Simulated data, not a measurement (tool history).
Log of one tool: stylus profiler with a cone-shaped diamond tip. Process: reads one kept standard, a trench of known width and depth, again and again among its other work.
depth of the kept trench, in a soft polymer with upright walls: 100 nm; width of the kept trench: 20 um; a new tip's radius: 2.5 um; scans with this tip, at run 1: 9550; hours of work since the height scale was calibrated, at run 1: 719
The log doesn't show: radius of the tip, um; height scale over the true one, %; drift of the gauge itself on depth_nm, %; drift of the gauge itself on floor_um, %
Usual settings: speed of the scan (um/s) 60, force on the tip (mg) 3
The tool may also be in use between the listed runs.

run,hour,speed of the scan (um/s),force on the tip (mg),scans with this tip,hours of work since the height scale was calibrated,depth of the trench (angstrom),width of the trench's floor (µm)
1,0,60,3,9550,719,1010,18.34
2,20.2,229,3,9659,727,1010.3,17.61
3,40.8,229,3,9770,736,1009.8,17.61
4,69,47,3,9921,747,1010,18.33
5,87,47,3,10018,754,1009.5,18.37
6,112.3,230,6.33,10153,765,1016.2,17.86
7,137.8,28,3,10291,775,1010.3,18.51
8,162.6,28,3,10424,785,1009.4,18.43
# hour 188.7: new tip fitted, height scale calibrated
9,189.3,32,2.19,3,0,1007.5,18.43
10,223.2,32,2.19,185,14,1008.4,18.45

3 ways to go on from here, each from the tool as it stands after run 10. What would each give?
A,243.2,192,1.3,292,22,?,?
B,243.2,173,5.62,292,22,?,?
C,243.2,60,2.63,292,22,?,?

run,depth of the trench (angstrom),width of the trench's floor (µm)
A,1006.1,17.32
B,1015.6,18.03
C,1010.1,18.33
Without the tool's hidden state the same runs would have given:
run,depth of the trench (angstrom),width of the trench's floor (µm)
A,1006.1,17.32
B,1015.5,18.03
C,1010.1,18.33
